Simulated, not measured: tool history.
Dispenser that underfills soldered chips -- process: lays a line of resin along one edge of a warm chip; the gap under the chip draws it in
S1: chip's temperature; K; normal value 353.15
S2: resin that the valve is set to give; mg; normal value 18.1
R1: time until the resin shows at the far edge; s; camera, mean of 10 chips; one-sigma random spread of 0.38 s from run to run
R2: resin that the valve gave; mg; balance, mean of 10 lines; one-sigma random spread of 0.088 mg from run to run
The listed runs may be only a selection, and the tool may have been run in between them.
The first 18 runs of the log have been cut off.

run   hour      S1    S2    R1     R2
     169.5  -- new syringe of resin
     171.6  -- dispensing valve cleaned and set on the balance
 19  172.7  348.15  15.7  29.4  15.77
 20  180.3  348.15  22.7  33.5  22.81
     184.2  -- new syringe of resin
 21  186.6  368.15  18.9  16.2  18.92
 22  192.1  347.15    16  35.2  15.91
       198  -- new syringe of resin
 23  200.2  342.15  15.8  35.5  15.63
 24  209.4  351.15  18.7  33.8   18.4
     211.5  -- new syringe of resin
 25  217.9  353.15  20.4    28  19.85
     225.5  -- new syringe of resin
 26  230.1  353.15  20.4  26.2  19.68
 27  236.1  353.15  20.4  30.7  20.01
     239.5  -- new syringe of resin
 28  247.3  353.15  20.4  28.4  19.86
       253  -- new syringe of resin
 29    256  356.15  17.2  22.8  16.55
     266.5  -- new syringe of resin
 30  266.5  356.15  17.2  21.8  16.49
 31  279.6  359.15  21.2  27.1  20.23
     281.1  -- new syringe of resin
 32  292.6  359.15  21.2  26.5  20.02
     294.8  -- new syringe of resin
 33  302.2  340.15  16.6  43.9  15.75
     308.6  -- new syringe of resin
 34  311.2  354.15  21.5  23.6  20.01
 35  319.4  346.15  22.4  37.8  21.01

4 options for the next run, each taken on its own from the tool as it stands now. Forecast them:
     322.2  -- new syringe of resin
  A   330  354.15  17.4   ?   ?
     322.2  -- new syringe of resin
  B   330  346.15  22.7   ?   ?
     322.2  -- new syringe of resin
  C   330  357.15  17.8   ?   ?
     322.2  -- new syringe of resin
  D   330  344.15  21.4   ?   ?

run    R1     R2
  A  28.3  16.24
  B  34.8  21.07
  C  25.3  16.62
  D  36.3  19.84
Stripped of hidden state, with their random variation kept, the same runs would have yielded:
run    R1     R2
  A  22.4  17.48
  B  27.9  22.68
  C    20  17.89
  D    29  21.36
